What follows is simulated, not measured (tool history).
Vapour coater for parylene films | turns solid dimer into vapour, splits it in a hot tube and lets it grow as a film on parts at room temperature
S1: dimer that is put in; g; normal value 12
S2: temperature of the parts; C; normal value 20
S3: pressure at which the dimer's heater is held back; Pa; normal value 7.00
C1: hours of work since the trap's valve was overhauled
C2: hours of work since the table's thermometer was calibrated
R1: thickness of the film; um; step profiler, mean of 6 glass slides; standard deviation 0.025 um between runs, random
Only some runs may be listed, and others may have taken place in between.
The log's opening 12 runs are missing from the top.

{"hour": 421.7, "done": "trap's valve overhauled"}
{"run": 13, "hour": 435.5, "S1": 12, "S2": 20, "S3": 7.0, "C1": 7, "C2": 854, "R1": 1.61}
{"run": 14, "hour": 479.1, "S1": 12, "S2": 20, "S3": 7.0, "C1": 29, "C2": 876, "R1": 1.61}
{"run": 15, "hour": 502.7, "S1": 12, "S2": 20, "S3": 7.0, "C1": 41, "C2": 889, "R1": 1.58}
{"run": 16, "hour": 529.9, "S1": 12, "S2": 32, "S3": 7.0, "C1": 55, "C2": 902, "R1": 1.22}
{"run": 17, "hour": 579.9, "S1": 12, "S2": 32, "S3": 7.0, "C1": 81, "C2": 928, "R1": 1.17}
{"hour": 624.1, "done": "table's thermometer calibrated"}
{"run": 18, "hour": 624.1, "S1": 12, "S2": 32, "S3": 7.0, "C1": 103, "C2": 0, "R1": 1.12}
{"run": 19, "hour": 668.8, "S1": 11, "S2": 20, "S3": 4.23, "C1": 126, "C2": 23, "R1": 1.49}
{"run": 20, "hour": 712.0, "S1": 12, "S2": 20, "S3": 3.28, "C1": 148, "C2": 45, "R1": 1.62}
{"hour": 723.2, "done": "trap's valve overhauled, once more"}
{"run": 21, "hour": 757.0, "S1": 12, "S2": 20, "S3": 4.02, "C1": 17, "C2": 66, "R1": 2.04}
{"run": 22, "hour": 803.9, "S1": 12, "S2": 28, "S3": 2.55, "C1": 41, "C2": 90, "R1": 1.72}
{"run": 23, "hour": 829.1, "S1": 12, "S2": 28, "S3": 3.31, "C1": 54, "C2": 103, "R1": 1.71}
{"run": 24, "hour": 859.7, "S1": 12, "S2": 12, "S3": 4.19, "C1": 70, "C2": 119, "R1": 2.43}
{"run": 25, "hour": 901.6, "S1": 12, "S2": 12, "S3": 4.19, "C1": 91, "C2": 140, "R1": 2.39}
{"run": 26, "hour": 947.4, "S1": 20, "S2": 12, "S3": 6.03, "C1": 115, "C2": 164, "R1": 3.84}
{"run": 27, "hour": 978.4, "S1": 7, "S2": 32, "S3": 7.0, "C1": 131, "C2": 179, "R1": 0.78}
{"run": 28, "hour": 1018.6, "S1": 7, "S2": 32, "S3": 7.0, "C1": 151, "C2": 200, "R1": 0.8}
{"run": 29, "hour": 1068.1, "S1": 7, "S2": 32, "S3": 7.0, "C1": 177, "C2": 225, "R1": 0.79}
{"run": 30, "hour": 1095.4, "S1": 15, "S2": 32, "S3": 9.39, "C1": 191, "C2": 239, "R1": 1.68}
{"run": 31, "hour": 1122.1, "S1": 13, "S2": 20, "S3": 2.58, "C1": 204, "C2": 253, "R1": 2.14}
{"run": 32, "hour": 1144.8, "S1": 9, "S2": 15, "S3": 7.89, "C1": 216, "C2": 265, "R1": 1.51}
{"run": 33, "hour": 1174.6, "S1": 6, "S2": 19, "S3": 4.39, "C1": 231, "C2": 280, "R1": 0.99}
{"run": 34, "hour": 1197.1, "S1": 6, "S2": 19, "S3": 4.39, "C1": 243, "C2": 292, "R1": 0.97}
{"run": 35, "hour": 1250.6, "S1": 6, "S2": 25, "S3": 2.28, "C1": 270, "C2": 319, "R1": 0.85}

Forecast each of these 5 alternatives for the next run:
{"run": "A", "hour": 1297.7, "S1": 17, "S2": 25, "S3": 7.0, "C1": 294, "C2": 343, "R1": "?"}
{"run": "B", "hour": 1297.7, "S1": 6, "S2": 19, "S3": 4.64, "C1": 294, "C2": 343, "R1": "?"}
{"run": "C", "hour": 1297.7, "S1": 5, "S2": 13, "S3": 5.78, "C1": 294, "C2": 343, "R1": "?"}
{"run": "D", "hour": 1297.7, "S1": 6, "S2": 14, "S3": 2.28, "C1": 294, "C2": 343, "R1": "?"}
{"run": "E", "hour": 1297.7, "S1": 22, "S2": 26, "S3": 3.63, "C1": 294, "C2": 343, "R1": "?"}

run=A R1=2.22
run=B R1=0.98
run=C R1=0.92
run=D R1=1.16
run=E R1=2.99
Without the tool's hidden state the same runs would have given:
run=A R1=2.41
run=B R1=1.06
run=C R1=1.00
run=D R1=1.26
run=E R1=3.26
